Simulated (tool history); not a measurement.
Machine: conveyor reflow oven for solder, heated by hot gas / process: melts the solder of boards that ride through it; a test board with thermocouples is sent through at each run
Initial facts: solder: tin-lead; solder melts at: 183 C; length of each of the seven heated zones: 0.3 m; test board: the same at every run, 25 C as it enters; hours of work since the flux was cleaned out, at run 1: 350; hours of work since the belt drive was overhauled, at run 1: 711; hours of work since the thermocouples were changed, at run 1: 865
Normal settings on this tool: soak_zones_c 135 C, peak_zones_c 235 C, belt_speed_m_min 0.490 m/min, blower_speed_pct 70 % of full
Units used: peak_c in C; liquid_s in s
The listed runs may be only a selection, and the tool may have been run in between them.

run   hour  soak_zones_c  peak_zones_c  belt_speed_m_min  blower_speed_pct  hours of work since the flux was cleaned out  hours of work since the belt drive was overhauled  hours of work since the thermocouples were changed  peak_c  liquid_s
  1    0.0           135           235             0.490                70                                           350                                                711                                                 865   216.1      53.8
  2   15.5           135           235             0.490                70                                           358                                                719                                                 873   216.5      54.4
  3   48.3           135           235             0.490                70                                           375                                                735                                                 889   216.0      53.8
  4   77.8           135           235             0.490                70                                           390                                                750                                                 904   216.3      54.0
      96.4  -- flux residue cleaned out of gas plates and filters
  5  105.5           135           235             0.490                70                                             5                                                762                                                 916   218.1      55.9
  6  121.1           135           235             0.490                70                                            12                                                770                                                 924   218.6      55.9
  7  153.0           135           235             0.490                70                                            29                                                786                                                 940   217.1      55.8
  8  182.7           135           235             0.490                70                                            44                                                801                                                 955   217.2      56.0
  9  200.7           135           235             0.490                70                                            53                                                810                                                 964   217.9      55.6
 10  232.0           135           235             0.490                70                                            69                                                826                                                 980   218.0      55.3
 11  257.7           135           235             0.490                70                                            82                                                839                                                 993   217.3      55.4
 12  274.0           135           235             0.490                70                                            90                                                847                                                1001   217.3      55.4
 13  291.9           135           235             0.490                70                                            99                                                856                                                1010   216.6      55.9
 14  319.5           135           235             0.490                70                                           113                                                870                                                1024   217.3      55.4
 15  357.0           135           235             0.490                70                                           132                                                889                                                1043   217.5      55.4
 16  389.4           135           235             0.490                77                                           148                                                906                                                1059   217.9      55.9
 17  410.1           142           240             0.588                70                                           159                                                916                                                1070   216.5      46.7
 18  437.0           124           245             0.456                85                                           172                                                930                                                1083   229.0      64.8
 19  467.4           143           235             0.549                70                                           188                                                945                                                1099   214.4      49.5
     497.1  -- thermocouples of zones 6 and 7 changed
 20  507.2           125           235             0.472                70                                           207                                                964                                                   5   219.0      56.7
 21  524.3           144           230             0.412                79                                           216                                                973                                                  14   221.1      74.3
 22  553.1           129           226             0.433                79                                           230                                                987                                                  28   214.5      61.2
 23  579.0           138           233             0.399                70                                           243                                               1000                                                  41   224.2      75.7
 24  605.2           138           233             0.399                70                                           256                                               1014                                                  55   223.1      76.0
 25  625.5           138           233             0.399                70                                           267                                               1024                                                  65   222.9      75.8
 26  652.4           138           234             0.399                70                                           280                                               1038                                                  79   223.8      76.2
 27  671.3           131           247             0.551                74                                           290                                               1047                                                  88   225.0      52.6
 28  693.3           133           247             0.551                69                                           301                                               1058                                                  99   225.6      52.7
 29  726.6           127           248             0.420                72                                           318                                               1075                                                 116   234.7      74.6
 30  744.7           127           248             0.420                72                                           327                                               1084                                                 125   235.2      74.3
 31  769.8           145           224             0.490                85                                           340                                               1097                                                 138   212.4      56.1

How the hidden state differs across the entries between the runs, from the last listed run before each to the first after it:
After run 4, before run 5: flux residue cleaned out of gas plates and filters (hour 96.4)
  heat that the gas passes to the board, % of a clean oven's: 90.4 -> 99.9; belt's true speed, % of the reading: 98.99 -> 98.97; true gas temperature in zones 6 and 7 over the reading, C: -3.63 -> -3.68
  the result without the hidden state subtracted from the measured one, peak_c: -5.1 -> -3.0 C; liquid_s: -3.4 -> -1.4 s
After run 19, before run 20: thermocouples of zones 6 and 7 changed (hour 497.1)
  heat that the gas passes to the board, % of a clean oven's: 95.4 -> 94.9; belt's true speed, % of the reading: 98.74 -> 98.71; true gas temperature in zones 6 and 7 over the reading, C: -4.39 -> -0.23
  the result without the hidden state subtracted from the measured one, peak_c: -4.5 -> -1.0 C; liquid_s: -2.5 -> -0.1 s

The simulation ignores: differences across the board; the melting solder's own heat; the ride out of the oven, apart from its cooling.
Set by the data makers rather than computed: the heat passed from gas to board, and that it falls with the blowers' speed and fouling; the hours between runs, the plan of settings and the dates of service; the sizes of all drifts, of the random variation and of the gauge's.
